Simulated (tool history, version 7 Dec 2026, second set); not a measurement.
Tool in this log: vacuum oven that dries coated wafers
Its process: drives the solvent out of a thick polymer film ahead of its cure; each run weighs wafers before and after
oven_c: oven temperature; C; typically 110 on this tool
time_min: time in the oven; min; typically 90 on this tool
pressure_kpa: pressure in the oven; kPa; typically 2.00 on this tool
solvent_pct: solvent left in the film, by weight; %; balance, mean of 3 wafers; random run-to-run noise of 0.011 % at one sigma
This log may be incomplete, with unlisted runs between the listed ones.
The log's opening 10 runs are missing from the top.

run,hour,oven_c,time_min,pressure_kpa,solvent_pct
11,159.9,110,90,2.00,3.31
12,179.1,108,90,2.00,3.76
13,194.1,110,90,2.00,3.29
14,212.7,110,90,2.00,3.31
15,224.7,110,90,7.97,4.79
16,243.1,110,90,2.00,3.31
17,263.7,110,90,2.00,3.30
18,278.1,110,90,2.00,3.32
19,292.7,116,94,6.46,2.99
20,308.2,106,54,4.48,7.08
21,326.4,96,55,5.69,9.60
22,350.3,109,90,2.00,3.52
23,365.3,109,90,2.00,3.51
24,383.8,107,52,2.00,6.53
25,408.8,106,90,2.00,4.20
26,421.7,104,53,2.00,7.12
27,439.8,96,53,3.10,9.12
28,458.0,96,53,3.10,9.13
29,476.1,96,53,3.10,9.13
# hour 488.5: oven's thermocouples calibrated
30,495.8,98,71,1.36,7.07
31,508.8,110,93,2.00,3.18
32,525.1,110,140,4.43,2.40
33,542.0,110,140,4.43,2.41
34,562.3,119,111,1.43,1.03
35,586.4,119,111,1.43,1.05

Alternative continuations, all from the tool just after run 35; predict every row:
A,607.5,112,90,2.00,?
B,607.5,106,90,2.00,?
C,607.5,99,110,4.21,?
D,607.5,112,53,1.93,?
E,607.5,119,111,5.93,?

run,solvent_pct
A,2.91
B,4.21
C,5.70
D,5.25
E,1.97
Without the tool's hidden state the same runs would have given:
run,solvent_pct
A,2.90
B,4.21
C,5.70
D,5.25
E,1.97
